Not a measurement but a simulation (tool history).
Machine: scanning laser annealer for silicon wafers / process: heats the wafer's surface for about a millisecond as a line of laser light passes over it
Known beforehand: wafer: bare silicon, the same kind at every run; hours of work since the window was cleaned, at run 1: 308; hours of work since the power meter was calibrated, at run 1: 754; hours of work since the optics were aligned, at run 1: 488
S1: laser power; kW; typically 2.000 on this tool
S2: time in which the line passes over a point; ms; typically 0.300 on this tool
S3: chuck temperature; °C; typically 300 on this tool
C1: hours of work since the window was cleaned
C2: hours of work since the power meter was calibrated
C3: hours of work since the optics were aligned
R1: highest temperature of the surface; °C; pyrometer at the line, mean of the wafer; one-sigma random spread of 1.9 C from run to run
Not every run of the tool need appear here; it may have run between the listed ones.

{"run": 1, "hour": 0.0, "S1": 2.0, "S2": 0.3, "S3": 300, "C1": 308, "C2": 754, "C3": 488, "R1": 1126}
{"run": 2, "hour": 14.9, "S1": 2.0, "S2": 0.3, "S3": 300, "C1": 319, "C2": 765, "C3": 499, "R1": 1129}
{"run": 3, "hour": 34.1, "S1": 2.0, "S2": 0.3, "S3": 300, "C1": 333, "C2": 779, "C3": 513, "R1": 1123}
{"run": 4, "hour": 58.2, "S1": 2.0, "S2": 0.3, "S3": 300, "C1": 350, "C2": 796, "C3": 530, "R1": 1125}
{"run": 5, "hour": 75.0, "S1": 2.0, "S2": 0.3, "S3": 300, "C1": 362, "C2": 808, "C3": 542, "R1": 1122}
{"run": 6, "hour": 96.9, "S1": 2.0, "S2": 0.3, "S3": 277, "C1": 378, "C2": 824, "C3": 558, "R1": 1098}
{"run": 7, "hour": 121.9, "S1": 2.0, "S2": 0.3, "S3": 284, "C1": 396, "C2": 842, "C3": 577, "R1": 1107}
{"run": 8, "hour": 142.2, "S1": 2.0, "S2": 0.3, "S3": 284, "C1": 411, "C2": 857, "C3": 591, "R1": 1107}
{"run": 9, "hour": 161.8, "S1": 2.0, "S2": 0.3, "S3": 284, "C1": 426, "C2": 871, "C3": 606, "R1": 1108}
{"run": 10, "hour": 180.4, "S1": 2.0, "S2": 0.225, "S3": 300, "C1": 439, "C2": 885, "C3": 619, "R1": 996}
{"run": 11, "hour": 206.5, "S1": 2.0, "S2": 0.322, "S3": 300, "C1": 458, "C2": 904, "C3": 638, "R1": 1155}
{"run": 12, "hour": 224.5, "S1": 2.0, "S2": 0.322, "S3": 300, "C1": 471, "C2": 917, "C3": 651, "R1": 1155}
{"run": 13, "hour": 250.7, "S1": 1.818, "S2": 0.322, "S3": 300, "C1": 490, "C2": 936, "C3": 670, "R1": 1069}
{"run": 14, "hour": 269.8, "S1": 2.0, "S2": 0.35, "S3": 300, "C1": 504, "C2": 950, "C3": 684, "R1": 1198}
{"run": 15, "hour": 285.8, "S1": 2.0, "S2": 0.35, "S3": 311, "C1": 516, "C2": 962, "C3": 696, "R1": 1205}
{"run": 16, "hour": 302.7, "S1": 2.0, "S2": 0.35, "S3": 311, "C1": 528, "C2": 974, "C3": 708, "R1": 1207}
{"run": 17, "hour": 321.1, "S1": 2.013, "S2": 0.3, "S3": 300, "C1": 541, "C2": 987, "C3": 721, "R1": 1126}
{"run": 18, "hour": 335.2, "S1": 2.013, "S2": 0.3, "S3": 300, "C1": 552, "C2": 998, "C3": 732, "R1": 1125}
{"run": 19, "hour": 348.6, "S1": 2.0, "S2": 0.3, "S3": 300, "C1": 561, "C2": 1007, "C3": 741, "R1": 1121}
{"run": 20, "hour": 375.0, "S1": 2.0, "S2": 0.3, "S3": 300, "C1": 581, "C2": 1027, "C3": 761, "R1": 1119}
{"run": 21, "hour": 387.0, "S1": 2.0, "S2": 0.3, "S3": 266, "C1": 589, "C2": 1035, "C3": 769, "R1": 1084}
{"run": 22, "hour": 408.1, "S1": 2.0, "S2": 0.294, "S3": 266, "C1": 605, "C2": 1051, "C3": 785, "R1": 1072}
{"run": 23, "hour": 425.4, "S1": 2.078, "S2": 0.291, "S3": 300, "C1": 617, "C2": 1063, "C3": 797, "R1": 1137}
{"run": 24, "hour": 452.1, "S1": 2.078, "S2": 0.291, "S3": 300, "C1": 637, "C2": 1083, "C3": 817, "R1": 1136}
{"run": 25, "hour": 475.7, "S1": 2.011, "S2": 0.222, "S3": 329, "C1": 654, "C2": 1100, "C3": 834, "R1": 1022}
{"run": 26, "hour": 486.9, "S1": 2.011, "S2": 0.376, "S3": 311, "C1": 662, "C2": 1108, "C3": 842, "R1": 1244}
{"run": 27, "hour": 506.4, "S1": 2.176, "S2": 0.221, "S3": 300, "C1": 676, "C2": 1122, "C3": 856, "R1": 1054}
{"run": 28, "hour": 530.2, "S1": 2.01, "S2": 0.271, "S3": 280, "C1": 693, "C2": 1139, "C3": 873, "R1": 1050}
{"run": 29, "hour": 541.4, "S1": 2.01, "S2": 0.312, "S3": 311, "C1": 702, "C2": 1147, "C3": 882, "R1": 1146}
{"run": 30, "hour": 563.2, "S1": 2.01, "S2": 0.312, "S3": 311, "C1": 717, "C2": 1163, "C3": 897, "R1": 1145}
{"run": 31, "hour": 575.3, "S1": 2.01, "S2": 0.312, "S3": 311, "C1": 726, "C2": 1172, "C3": 906, "R1": 1148}
{"run": 32, "hour": 590.0, "S1": 2.01, "S2": 0.29, "S3": 269, "C1": 737, "C2": 1183, "C3": 917, "R1": 1069}
{"run": 33, "hour": 610.3, "S1": 2.01, "S2": 0.29, "S3": 313, "C1": 752, "C2": 1198, "C3": 932, "R1": 1115}
{"run": 34, "hour": 626.1, "S1": 1.858, "S2": 0.253, "S3": 300, "C1": 763, "C2": 1209, "C3": 943, "R1": 982}
{"hour": 635.1, "done": "optics aligned, line set to its width"}
{"run": 35, "hour": 643.1, "S1": 1.858, "S2": 0.287, "S3": 300, "C1": 772, "C2": 1218, "C3": 6, "R1": 1038}
{"run": 36, "hour": 662.3, "S1": 2.134, "S2": 0.282, "S3": 299, "C1": 786, "C2": 1232, "C3": 20, "R1": 1149}
{"run": 37, "hour": 688.6, "S1": 2.005, "S2": 0.282, "S3": 300, "C1": 805, "C2": 1251, "C3": 39, "R1": 1095}
{"run": 38, "hour": 699.5, "S1": 2.021, "S2": 0.272, "S3": 294, "C1": 813, "C2": 1259, "C3": 47, "R1": 1080}
{"run": 39, "hour": 717.3, "S1": 2.061, "S2": 0.3, "S3": 300, "C1": 826, "C2": 1272, "C3": 60, "R1": 1144}
{"run": 40, "hour": 737.6, "S1": 1.804, "S2": 0.232, "S3": 339, "C1": 841, "C2": 1286, "C3": 75, "R1": 972}

What if the next run were any one of these 5? Each begins from the tool's condition after run 40:
{"run": "A", "hour": 755.8, "S1": 1.932, "S2": 0.232, "S3": 339, "C1": 854, "C2": 1300, "C3": 88, "R1": "?"}
{"run": "B", "hour": 755.8, "S1": 1.78, "S2": 0.3, "S3": 300, "C1": 854, "C2": 1300, "C3": 88, "R1": "?"}
{"run": "C", "hour": 755.8, "S1": 2.182, "S2": 0.323, "S3": 333, "C1": 854, "C2": 1300, "C3": 88, "R1": "?"}
{"run": "D", "hour": 755.8, "S1": 1.897, "S2": 0.346, "S3": 291, "C1": 854, "C2": 1300, "C3": 88, "R1": "?"}
{"run": "E", "hour": 755.8, "S1": 1.829, "S2": 0.37, "S3": 290, "C1": 854, "C2": 1300, "C3": 88, "R1": "?"}

run=A R1=1018
run=B R1=1020
run=C R1=1270
run=D R1=1123
run=E R1=1128
With the hidden condition removed and each run's random variation left untouched, the same runs would have given:
run=A R1=1039
run=B R1=1042
run=C R1=1299
run=D R1=1149
run=E R1=1154

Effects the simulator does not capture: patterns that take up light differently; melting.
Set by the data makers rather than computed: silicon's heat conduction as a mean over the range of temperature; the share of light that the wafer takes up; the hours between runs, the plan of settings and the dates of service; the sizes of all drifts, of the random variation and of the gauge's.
